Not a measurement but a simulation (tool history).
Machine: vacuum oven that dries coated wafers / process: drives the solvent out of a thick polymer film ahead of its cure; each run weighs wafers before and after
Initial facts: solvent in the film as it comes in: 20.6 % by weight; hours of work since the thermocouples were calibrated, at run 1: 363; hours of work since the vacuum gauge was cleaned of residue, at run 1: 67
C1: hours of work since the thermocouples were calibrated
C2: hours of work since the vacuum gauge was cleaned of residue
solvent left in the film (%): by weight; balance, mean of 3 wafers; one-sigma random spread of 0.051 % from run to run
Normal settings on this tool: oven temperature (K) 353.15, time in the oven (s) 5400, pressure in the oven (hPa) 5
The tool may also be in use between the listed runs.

{"run": 1, "hour": 0.0, "oven temperature (K)": 353.15, "time in the oven (s)": 5400, "pressure in the oven (hPa)": 5, "C1": 363, "C2": 67, "solvent left in the film (%)": 2.84}
{"run": 2, "hour": 17.4, "oven temperature (K)": 353.15, "time in the oven (s)": 5400, "pressure in the oven (hPa)": 5, "C1": 376, "C2": 80, "solvent left in the film (%)": 2.96}
{"run": 3, "hour": 33.4, "oven temperature (K)": 353.15, "time in the oven (s)": 2760, "pressure in the oven (hPa)": 5, "C1": 388, "C2": 93, "solvent left in the film (%)": 6.79}
{"run": 4, "hour": 52.3, "oven temperature (K)": 353.15, "time in the oven (s)": 2760, "pressure in the oven (hPa)": 5, "C1": 403, "C2": 107, "solvent left in the film (%)": 6.8}
{"run": 5, "hour": 70.1, "oven temperature (K)": 353.15, "time in the oven (s)": 2760, "pressure in the oven (hPa)": 5, "C1": 417, "C2": 121, "solvent left in the film (%)": 6.64}
{"run": 6, "hour": 94.0, "oven temperature (K)": 349.15, "time in the oven (s)": 5400, "pressure in the oven (hPa)": 5, "C1": 435, "C2": 139, "solvent left in the film (%)": 4.6}
{"run": 7, "hour": 110.0, "oven temperature (K)": 349.15, "time in the oven (s)": 5400, "pressure in the oven (hPa)": 5, "C1": 447, "C2": 151, "solvent left in the film (%)": 4.51}
{"run": 8, "hour": 126.3, "oven temperature (K)": 349.15, "time in the oven (s)": 6360, "pressure in the oven (hPa)": 5, "C1": 460, "C2": 164, "solvent left in the film (%)": 3.63}
{"run": 9, "hour": 152.9, "oven temperature (K)": 344.15, "time in the oven (s)": 6360, "pressure in the oven (hPa)": 5, "C1": 480, "C2": 185, "solvent left in the film (%)": 5.96}
{"run": 10, "hour": 178.6, "oven temperature (K)": 344.15, "time in the oven (s)": 6360, "pressure in the oven (hPa)": 5, "C1": 500, "C2": 204, "solvent left in the film (%)": 5.96}
{"run": 11, "hour": 205.1, "oven temperature (K)": 344.15, "time in the oven (s)": 6360, "pressure in the oven (hPa)": 5, "C1": 520, "C2": 225, "solvent left in the film (%)": 6}
{"run": 12, "hour": 228.1, "oven temperature (K)": 344.15, "time in the oven (s)": 6360, "pressure in the oven (hPa)": 5, "C1": 538, "C2": 242, "solvent left in the film (%)": 5.99}

Forecast run 13:
{"run": 13, "hour": 245.4, "oven temperature (K)": 344.15, "time in the oven (s)": 6360, "pressure in the oven (hPa)": 5, "C1": 551, "C2": 256, "solvent left in the film (%)": "?"}

{"run 13": {"solvent left in the film (%)": 5.97}}
Without the tool's hidden state the same run would have given solvent left in the film (%) 5.79.
